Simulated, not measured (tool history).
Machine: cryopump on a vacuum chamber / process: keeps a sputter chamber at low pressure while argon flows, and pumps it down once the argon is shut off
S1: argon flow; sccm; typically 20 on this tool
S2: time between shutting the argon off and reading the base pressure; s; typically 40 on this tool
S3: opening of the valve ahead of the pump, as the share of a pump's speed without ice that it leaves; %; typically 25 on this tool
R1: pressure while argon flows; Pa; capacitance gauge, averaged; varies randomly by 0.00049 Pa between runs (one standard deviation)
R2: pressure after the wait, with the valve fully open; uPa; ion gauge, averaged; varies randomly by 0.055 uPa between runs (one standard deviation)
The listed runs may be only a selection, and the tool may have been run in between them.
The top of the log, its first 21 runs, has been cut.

| run | hour | S1 | S2 | S3 | R1 | R2 |
|---|---|---|---|---|---|---|
|  | 295.5 | leaking fittings of the chamber tightened, without venting |
| 22 | 301.7 | 22 | 24 | 37 | 0.1107 | 5.57 |
| 23 | 314.1 | 22 | 24 | 37 | 0.1105 | 5.55 |
| 24 | 325.5 | 22 | 21 | 27 | 0.1487 | 6.2 |
| 25 | 335 | 20 | 141 | 25 | 0.1465 | 1.25 |
| 26 | 347.7 | 10 | 40 | 15 | 0.1201 | 3.49 |
| 27 | 358.4 | 12 | 30 | 20 | 0.1096 | 4.51 |
| 28 | 376.7 | 33 | 247 | 34 | 0.1803 | 0.94 |
| 29 | 387.7 | 15 | 117 | 28 | 0.0985 | 1.52 |
| 30 | 402.9 | 22 | 123 | 28 | 0.1452 | 1.46 |
| 31 | 416.9 | 11 | 123 | 20 | 0.1005 | 1.41 |
| 32 | 428.2 | 13 | 41 | 25 | 0.0953 | 3.45 |
| 33 | 443.4 | 27 | 254 | 25 | 0.198 | 0.92 |

5 options for the next run, each taken on its own from the tool as it stands now. Forecast them:
| A | 461.2 | 38 | 127 | 39 | ? | ? |
| B | 461.2 | 11 | 43 | 42 | ? | ? |
| C | 461.2 | 15 | 76 | 22 | ? | ? |
| D | 461.2 | 11 | 40 | 25 | ? | ? |
| E | 461.2 | 27 | 254 | 40 | ? | ? |

| run | R1 | R2 |
|---|---|---|
| A | 0.1812 | 1.44 |
| B | 0.0496 | 3.3 |
| C | 0.1248 | 2.08 |
| D | 0.081 | 3.5 |
| E | 0.1268 | 0.94 |
Had the tool no hidden state, the same runs would have come out as:
| run | R1 | R2 |
|---|---|---|
| A | 0.1706 | 1.29 |
| B | 0.0465 | 3.15 |
| C | 0.1206 | 1.94 |
| D | 0.078 | 3.36 |
| E | 0.1192 | 0.79 |
